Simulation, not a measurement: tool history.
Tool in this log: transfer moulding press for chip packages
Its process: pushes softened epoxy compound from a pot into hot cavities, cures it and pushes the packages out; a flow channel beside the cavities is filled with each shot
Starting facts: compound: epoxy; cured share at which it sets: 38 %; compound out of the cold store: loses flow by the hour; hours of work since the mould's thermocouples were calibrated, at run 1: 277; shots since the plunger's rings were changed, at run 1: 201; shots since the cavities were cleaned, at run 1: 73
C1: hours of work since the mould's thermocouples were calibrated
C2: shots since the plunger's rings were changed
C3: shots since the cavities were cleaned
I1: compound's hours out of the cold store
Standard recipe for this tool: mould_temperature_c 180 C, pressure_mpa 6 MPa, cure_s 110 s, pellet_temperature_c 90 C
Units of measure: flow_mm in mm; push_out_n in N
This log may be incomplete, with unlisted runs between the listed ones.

run 1 hour=0 | mould_temperature_c=180 pressure_mpa=6 cure_s=110 pellet_temperature_c=90 | C1=277 C2=201 C3=73 | I1=18.8 | flow_mm=996 push_out_n=355
-- hour=37.9 cavities cleaned with cleaning compound and waxed
run 2 hour=58.8 | mould_temperature_c=180 pressure_mpa=6 cure_s=110 pellet_temperature_c=90 | C1=316 C2=889 C3=252 | I1=37.3 | flow_mm=920 push_out_n=398
-- hour=84.8 cavities cleaned with cleaning compound and waxed
run 3 hour=114.4 | mould_temperature_c=180 pressure_mpa=6 cure_s=110 pellet_temperature_c=90 | C1=352 C2=1537 C3=355 | I1=45.9 | flow_mm=859 push_out_n=436
-- hour=130.1 cavities cleaned with cleaning compound and waxed
run 4 hour=145.3 | mould_temperature_c=180 pressure_mpa=6 cure_s=110 pellet_temperature_c=90 | C1=372 C2=1890 C3=182 | I1=20.5 | flow_mm=951 push_out_n=374
-- hour=175.3 cavities cleaned with cleaning compound and waxed
run 5 hour=201.3 | mould_temperature_c=180 pressure_mpa=6 cure_s=99 pellet_temperature_c=90 | C1=408 C2=2543 C3=311 | I1=32.5 | flow_mm=893 push_out_n=484
-- hour=219.8 cavities cleaned with cleaning compound and waxed
run 6 hour=238.7 | mould_temperature_c=180 pressure_mpa=6 cure_s=110 pellet_temperature_c=90 | C1=432 C2=2974 C3=226 | I1=18 | flow_mm=943 push_out_n=415
-- hour=267.7 cavities cleaned with cleaning compound and waxed
run 7 hour=270.9 | mould_temperature_c=180 pressure_mpa=6 cure_s=110 pellet_temperature_c=90 | C1=453 C2=3342 C3=39 | I1=11.4 | flow_mm=963 push_out_n=324
run 8 hour=307.3 | mould_temperature_c=172 pressure_mpa=6 cure_s=110 pellet_temperature_c=90 | C1=478 C2=3778 C3=475 | I1=15 | flow_mm=996 push_out_n=871
-- hour=313.7 cavities cleaned with cleaning compound and waxed
run 9 hour=338.2 | mould_temperature_c=180 pressure_mpa=6 cure_s=110 pellet_temperature_c=90 | C1=497 C2=4131 C3=294 | I1=35.7 | flow_mm=841 push_out_n=432
-- hour=361.6 cavities cleaned with cleaning compound and waxed
run 10 hour=372.3 | mould_temperature_c=180 pressure_mpa=6 cure_s=110 pellet_temperature_c=90 | C1=519 C2=4522 C3=128 | I1=42.9 | flow_mm=824 push_out_n=352
-- hour=407.7 cavities cleaned with cleaning compound and waxed
run 11 hour=408.8 | mould_temperature_c=180 pressure_mpa=6 cure_s=110 pellet_temperature_c=90 | C1=543 C2=4942 C3=13 | I1=38.7 | flow_mm=818 push_out_n=319
-- hour=432.2 plunger's sealing rings changed
run 12 hour=450.4 | mould_temperature_c=172 pressure_mpa=6.07 cure_s=126 pellet_temperature_c=90 | C1=569 C2=218 C3=482 | I1=36.4 | flow_mm=979 push_out_n=607
-- hour=455.8 cavities cleaned with cleaning compound and waxed
run 13 hour=480.9 | mould_temperature_c=172 pressure_mpa=6.07 cure_s=98 pellet_temperature_c=90 | C1=589 C2=566 C3=301 | I1=24.2 | flow_mm=1031 push_out_n=898
-- hour=504.6 cavities cleaned with cleaning compound and waxed
-- hour=526.1 mould's thermocouples calibrated
run 14 hour=530.4 | mould_temperature_c=178 pressure_mpa=5.02 cure_s=138 pellet_temperature_c=81 | C1=3 C2=1117 C3=285 | I1=21.5 | flow_mm=915 push_out_n=385
-- hour=550.8 cavities cleaned with cleaning compound and waxed
run 15 hour=567.5 | mould_temperature_c=178 pressure_mpa=5.02 cure_s=138 pellet_temperature_c=81 | C1=27 C2=1543 C3=199 | I1=24.3 | flow_mm=882 push_out_n=342
-- hour=598.5 cavities cleaned with cleaning compound and waxed
run 16 hour=607.1 | mould_temperature_c=172 pressure_mpa=5.02 cure_s=119 pellet_temperature_c=85 | C1=52 C2=2000 C3=103 | I1=28.1 | flow_mm=893 push_out_n=545
-- hour=643.2 cavities cleaned with cleaning compound and waxed
run 17 hour=649.5 | mould_temperature_c=184 pressure_mpa=5.48 cure_s=113 pellet_temperature_c=83 | C1=80 C2=2492 C3=76 | I1=42.5 | flow_mm=793 push_out_n=301
-- hour=687.2 cavities cleaned with cleaning compound and waxed
run 18 hour=687.2 | mould_temperature_c=184 pressure_mpa=5.48 cure_s=113 pellet_temperature_c=83 | C1=104 C2=2926 C3=0 | I1=44.7 | flow_mm=790 push_out_n=275
run 19 hour=723.2 | mould_temperature_c=184 pressure_mpa=5.48 cure_s=113 pellet_temperature_c=83 | C1=129 C2=3357 C3=431 | I1=36 | flow_mm=823 push_out_n=413
-- hour=736.1 cavities cleaned with cleaning compound and waxed
-- hour=782.6 cavities cleaned with cleaning compound and waxed
run 20 hour=782.7 | mould_temperature_c=180 pressure_mpa=4.82 cure_s=110 pellet_temperature_c=90 | C1=166 C2=4035 C3=1 | I1=17.7 | flow_mm=836 push_out_n=301

Below are 4 alternative next runs, each starting from the tool's condition after run 20. Predict each:
-- hour=831.1 cavities cleaned with cleaning compound and waxed
run A hour=840.9 | mould_temperature_c=179 pressure_mpa=4.82 cure_s=110 pellet_temperature_c=94 | C1=205 C2=4715 C3=118 | I1=10.4 | flow_mm=? push_out_n=?
-- hour=831.1 cavities cleaned with cleaning compound and waxed
run B hour=840.9 | mould_temperature_c=180 pressure_mpa=5.53 cure_s=110 pellet_temperature_c=82 | C1=205 C2=4715 C3=118 | I1=16.5 | flow_mm=? push_out_n=?
-- hour=831.1 cavities cleaned with cleaning compound and waxed
run C hour=840.9 | mould_temperature_c=180 pressure_mpa=7.21 cure_s=110 pellet_temperature_c=88 | C1=205 C2=4715 C3=118 | I1=37 | flow_mm=? push_out_n=?
-- hour=831.1 cavities cleaned with cleaning compound and waxed
run D hour=840.9 | mould_temperature_c=180 pressure_mpa=4.63 cure_s=110 pellet_temperature_c=90 | C1=205 C2=4715 C3=118 | I1=22.6 | flow_mm=? push_out_n=?

run=A flow_mm=853 push_out_n=399
run=B flow_mm=897 push_out_n=369
run=C flow_mm=919 push_out_n=350
run=D flow_mm=782 push_out_n=363
The same runs, with their run-to-run variation unchanged, on a tool lacking any hidden condition would have given:
run=A flow_mm=948 push_out_n=349
run=B flow_mm=997 push_out_n=322
run=C flow_mm=1022 push_out_n=303
run=D flow_mm=869 push_out_n=315
